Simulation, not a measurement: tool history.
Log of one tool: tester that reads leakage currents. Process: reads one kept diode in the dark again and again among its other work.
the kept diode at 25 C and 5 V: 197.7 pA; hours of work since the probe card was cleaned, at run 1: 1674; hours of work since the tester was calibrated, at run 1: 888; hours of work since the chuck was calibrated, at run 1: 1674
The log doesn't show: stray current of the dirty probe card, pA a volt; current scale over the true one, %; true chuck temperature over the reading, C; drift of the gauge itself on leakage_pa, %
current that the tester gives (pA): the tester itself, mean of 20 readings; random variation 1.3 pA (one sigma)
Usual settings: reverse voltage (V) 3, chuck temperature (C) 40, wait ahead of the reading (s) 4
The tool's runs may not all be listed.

run	day	reverse voltage (V)	chuck temperature (C)	wait ahead of the reading (s)	hours of work since the probe card was cleaned	hours of work since the tester was calibrated	hours of work since the chuck was calibrated	current that the tester gives (pA)
1	0	3	40	4	1674	888	1674	446.39
2	1.062	3.33	40	4	1689	904	1689	466.46
3	2.2	3.33	40	4	1707	921	1707	466.93
4	3.154	3	22	4	1721	935	1721	127.45
5	4.079	3	22	4	1735	949	1735	127.82
6	5.054	3	21	4	1749	963	1749	118.73
7	6.375	3	21	4	1769	983	1769	119.2
8	7.133	3	30	4	1780	995	1780	226.84
9	7.962	3	30	4	1793	1007	1793	227.58
10	8.971	3	30	4	1808	1022	1808	226.98
11	9.604	3	40	4	1817	1032	1817	444.27
12	10.267	3	39	4	1827	1042	1827	420.2
13	11.179	3	39	4	1841	1055	1841	415.5
14	11.954	8.86	40	4	1853	1067	1853	703.97
15	13.162	3	40	4	1871	1085	1871	446.63
16	14.3	3	40	5.13	1888	1102	1888	447.04
17	14.992	10.78	40	4	1898	1112	1898	764.92
18	16.312	3.27	40	4	1918	1132	1918	460.45
19	17.154	3	29	4	1930	1145	1930	212.75
20	18.262	3	40	4	1947	1161	1947	446.67
21	18.925	2.46	38	0.83	1957	1171	1957	359.23
22	19.583	7.98	27	0.31	1967	1181	1967	279.67
23	20.454	2.19	39	0.31	1980	1194	1980	364.63
24	21.842	2.19	39	0.31	2001	1215	2001	367.69
25	23.362	2.19	39	0.31	2023	1238	2023	368.6
26	24.342	1.14	35	7.76	2038	1252	2038	213.07
27	25.321	3	40	8.14	2053	1267	2053	448.24
28	26.146	3	25	2.06	2065	1279	2065	158.4
29	27.2	3	25	2.06	2081	1295	2081	159.28
30	28.654	5.1	40	4	2103	1317	2103	556.91
31	30.004	1.96	40	4	2123	1337	2123	372.41
32	30.788	3.2	40	8.09	2135	1349	2135	459.26
33	31.712	2.24	22	8.09	2148	1363	2148	113.06
34	32.371	4.65	40	4	2158	1372	2158	537
35	33.692	1.14	53	0.43	2178	1392	2178	667.09
36	34.712	1.01	40	4	2193	1408	2193	280.53
37	35.7	3	28	0.39	2208	1422	2208	198.04
38	36.867	3.9	34	0.39	2226	1440	2226	335.85
# day 37.758: chuck's temperature calibrated
39	38.442	3	56	0.42	2248	1462	10	1214.35

4 ways to go on from here, each from the tool as it stands after run 39. What would each give?
# day 38.792: probe card cleaned and baked
A	39.596	1.38	40	4	12	1478	26	?
# day 38.792: probe card cleaned and baked
B	39.596	3.98	27	4.52	12	1478	26	?
# day 38.792: probe card cleaned and baked
C	39.596	3	27	4.5	12	1478	26	?
# day 38.792: probe card cleaned and baked
D	39.596	3	44	0.42	12	1478	26	?

run	current that the tester gives (pA)
A	322.39
B	207.81
C	183.06
D	579.99
Without the tool's hidden state the same runs would have given:
run	current that the tester gives (pA)
A	322.46
B	207.85
C	183.1
D	580.12

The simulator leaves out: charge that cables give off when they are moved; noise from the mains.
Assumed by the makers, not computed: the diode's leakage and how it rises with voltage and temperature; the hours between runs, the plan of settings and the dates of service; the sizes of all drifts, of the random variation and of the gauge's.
